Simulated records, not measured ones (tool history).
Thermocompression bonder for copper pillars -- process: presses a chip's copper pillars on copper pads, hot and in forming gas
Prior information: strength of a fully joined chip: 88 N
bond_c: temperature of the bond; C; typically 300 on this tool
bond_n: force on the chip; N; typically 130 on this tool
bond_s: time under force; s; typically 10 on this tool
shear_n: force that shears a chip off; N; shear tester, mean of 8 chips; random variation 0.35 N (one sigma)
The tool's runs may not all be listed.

run   hour  bond_c  bond_n  bond_s  shear_n
  1      0     300     130      10     31.7
  2    9.4     300     130      10       32
  3   17.7     300     130      10     31.4
  4     28     300     158      10     35.3
  5   36.5     300     188      10     39.8
  6   44.1     300     130      10     31.1
  7   54.4     300     130      10     30.8
      56.9  -- force cell calibrated
  8   63.2     300     130      10     30.9
  9   67.5     300     130      10     30.9
 10   72.3     300     130      10     30.8
 11   79.5     300     130      10     30.8
 12   85.1     300     130      10     30.8
 13   90.6     300     130      10     30.8
 14   95.6     300      85      29     34.2
 15  105.2     281     142      17     29.3
 16    114     281     142      17     29.4
 17  118.4     271      91      19     18.7
     123.2  -- force cell calibrated, once more
 18  126.3     271      91      19     19.2
 19  132.8     271      91      19     19.6
 20  138.2     319     188      10     49.2
 21  148.2     327      85      17     41.7
 22  153.7     271     171      17     28.3
 23  159.3     299     106       8     23.2
 24  166.9     299     178       8     33.7
 25    177     273     178      20     31.5
 26  185.6     276     146      10     21.9

For some of the steps in shear_n from one run to the next: how much would appear even if the tool had no hidden state, given the settings, what came in and random variation, and how much remains for the hidden state plus any gauge scatter that the measured result and the result without hidden state don't share?
Unlogged tool condition in this case: true temperature of the bond over the reading, C; force that reaches the chip, % of what is set; oxide that the forming gas leaves, % of the face; drift of the gauge itself on shear_n, %.
Run 19 -> 20: bond_c 271 -> 319, bond_n 91 -> 188, bond_s 19 -> 10. shear_n +29.6 N: hidden state -1.5, all else +31.1.
Run 21 -> 22: bond_c 327 -> 271, bond_n 85 -> 171. shear_n -13.4 N: hidden state +0.3, all else -13.7.
Run 23 -> 24: bond_n 106 -> 178. shear_n +10.5 N: hidden state -0.8, all else +11.3.

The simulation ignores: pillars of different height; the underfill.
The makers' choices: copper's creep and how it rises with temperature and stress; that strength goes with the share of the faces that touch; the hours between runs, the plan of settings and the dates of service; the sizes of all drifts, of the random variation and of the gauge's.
